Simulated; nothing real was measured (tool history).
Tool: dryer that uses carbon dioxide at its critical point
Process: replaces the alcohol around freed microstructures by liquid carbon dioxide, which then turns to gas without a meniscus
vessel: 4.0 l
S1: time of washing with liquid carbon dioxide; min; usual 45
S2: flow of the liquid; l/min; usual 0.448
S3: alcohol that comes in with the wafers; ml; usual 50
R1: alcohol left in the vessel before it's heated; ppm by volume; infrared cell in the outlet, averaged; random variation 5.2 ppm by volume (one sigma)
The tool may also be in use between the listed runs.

run	hour	S1	S2	S3	R1
1	0	45	0.448	50	121
2	23.8	45	0.448	50	116
3	45.6	37	0.448	50	257
4	61.1	37	0.448	50	267
5	76.1	37	0.448	50	274
6	104.7	58	0.448	50	51
7	123.3	45	0.448	40	110
8	144.9	45	0.448	40	103
9	172.2	45	0.448	40	112
10	190.8	45	0.448	50	132
11	212.5	45	0.448	50	141
12	239.1	45	0.448	50	155
13	254.2	45	0.448	50	141
14	279.7	45	0.448	50	151
15	296.6	45	0.448	50	151
16	319.9	45	0.448	50	143
17	334.6	45	0.448	50	146
18	361.8	47	0.448	50	136
19	390.8	45	0.448	50	164
20	407	45	0.448	50	176
21	436.2	45	0.449	50	171
22	453.7	45	0.449	50	178
23	477.9	45	0.449	50	185
24	505.7	45	0.449	50	188
25	532.9	45	0.272	108	1961
26	560.5	63	0.448	111	109
27	578.1	71	0.339	111	198
28	600	71	0.272	58	285
29	626.8	36	0.272	33	1082
30	650.8	59	0.448	50	100
# hour 660.8: inlet filter changed
31	668.6	59	0.448	50	76
32	685.6	40	0.618	97	109
33	710.4	61	0.448	50	90
34	734.6	49	0.344	50	284
35	748.3	52	0.599	50	75
36	764.4	52	0.359	50	212
37	779.8	32	0.275	50	1637
38	806.4	32	0.48	24	216
39	821.9	40	0.712	32	79
40	840.2	45	0.489	55	136
41	856.3	29	0.448	50	637
42	882.6	65	0.448	27	77
43	906.8	71	0.448	27	82
44	934.7	51	0.292	81	731
45	949.8	51	0.292	81	745
46	971.7	41	0.292	75	1243

3 ways to go on from here, each from the tool as it stands after run 46. What would each give?
A	986.1	45	0.49	53	?
B	986.1	58	0.345	23	?
C	986.1	45	0.297	34	?

run	R1
A	152
B	142
C	456
Without the tool's hidden state the same runs would have given:
run	R1
A	61
B	55
C	334
